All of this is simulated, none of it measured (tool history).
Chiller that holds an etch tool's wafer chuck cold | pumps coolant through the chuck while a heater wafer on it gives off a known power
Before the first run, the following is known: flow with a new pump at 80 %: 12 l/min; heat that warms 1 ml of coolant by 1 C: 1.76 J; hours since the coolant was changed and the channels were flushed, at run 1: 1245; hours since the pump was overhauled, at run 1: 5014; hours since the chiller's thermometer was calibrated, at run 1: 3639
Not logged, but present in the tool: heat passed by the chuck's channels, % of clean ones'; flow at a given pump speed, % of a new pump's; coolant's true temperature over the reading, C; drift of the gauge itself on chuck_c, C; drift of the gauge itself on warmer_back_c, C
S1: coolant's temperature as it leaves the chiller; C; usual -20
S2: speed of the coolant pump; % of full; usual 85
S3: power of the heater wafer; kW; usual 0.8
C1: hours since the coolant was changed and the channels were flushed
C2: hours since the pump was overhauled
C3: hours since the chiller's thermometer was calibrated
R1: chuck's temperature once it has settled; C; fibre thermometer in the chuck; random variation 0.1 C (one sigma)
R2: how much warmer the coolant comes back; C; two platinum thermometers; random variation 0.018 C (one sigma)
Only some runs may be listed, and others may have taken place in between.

{"run": 1, "hour": 0.0, "S1": -20, "S2": 85, "S3": 0.8, "C1": 1245, "C2": 5014, "C3": 3639, "R1": -13.8, "R2": 2.12}
{"run": 2, "hour": 186.1, "S1": -20, "S2": 85, "S3": 0.8, "C1": 1431, "C2": 5200, "C3": 3825, "R1": -13.5, "R2": 2.12}
{"run": 3, "hour": 280.7, "S1": -20, "S2": 85, "S3": 0.8, "C1": 1526, "C2": 5294, "C3": 3920, "R1": -13.8, "R2": 2.14}
{"run": 4, "hour": 476.8, "S1": -20, "S2": 85, "S3": 0.8, "C1": 1722, "C2": 5491, "C3": 4116, "R1": -13.7, "R2": 2.17}
{"hour": 551.3, "done": "chiller's thermometer calibrated"}
{"run": 5, "hour": 670.7, "S1": -20, "S2": 85, "S3": 0.8, "C1": 1915, "C2": 5684, "C3": 119, "R1": -13.6, "R2": 2.15}
{"run": 6, "hour": 761.0, "S1": -20, "S2": 85, "S3": 0.8, "C1": 2005, "C2": 5774, "C3": 210, "R1": -13.7, "R2": 2.17}
{"run": 7, "hour": 940.6, "S1": -20, "S2": 85, "S3": 1.035, "C1": 2185, "C2": 5953, "C3": 389, "R1": -11.8, "R2": 2.79}
{"run": 8, "hour": 1039.3, "S1": -20, "S2": 85, "S3": 1.035, "C1": 2283, "C2": 6052, "C3": 488, "R1": -11.9, "R2": 2.77}
{"run": 9, "hour": 1237.4, "S1": -20, "S2": 85, "S3": 0.8, "C1": 2482, "C2": 6250, "C3": 686, "R1": -13.7, "R2": 2.17}
{"run": 10, "hour": 1368.5, "S1": -30, "S2": 63, "S3": 0.8, "C1": 2613, "C2": 6381, "C3": 817, "R1": -21.7, "R2": 3.06}
{"run": 11, "hour": 1506.6, "S1": -30, "S2": 63, "S3": 0.8, "C1": 2751, "C2": 6519, "C3": 955, "R1": -21.8, "R2": 3.05}
{"run": 12, "hour": 1680.0, "S1": -27, "S2": 78, "S3": 0.576, "C1": 2924, "C2": 6693, "C3": 1129, "R1": -22, "R2": 1.75}
{"run": 13, "hour": 1891.3, "S1": -15, "S2": 85, "S3": 0.545, "C1": 3135, "C2": 6904, "C3": 1340, "R1": -10.6, "R2": 1.52}
{"hour": 1996.9, "done": "coolant pump overhauled"}
{"run": 14, "hour": 2026.5, "S1": -30, "S2": 72, "S3": 0.8, "C1": 3266, "C2": 30, "C3": 1470, "R1": -22.7, "R2": 2.67}

Run 15 is up next; what results do you expect?
{"run": 15, "hour": 2195.9, "S1": -12, "S2": 80, "S3": 0.445, "C1": 3435, "C2": 199, "C3": 1640, "R1": "?", "R2": "?"}

{"run 15": {"R1": -8.3, "R2": 1.36}}
Without the tool's hidden state the same run would have given R1 -8.3 C, R2 1.25 C.

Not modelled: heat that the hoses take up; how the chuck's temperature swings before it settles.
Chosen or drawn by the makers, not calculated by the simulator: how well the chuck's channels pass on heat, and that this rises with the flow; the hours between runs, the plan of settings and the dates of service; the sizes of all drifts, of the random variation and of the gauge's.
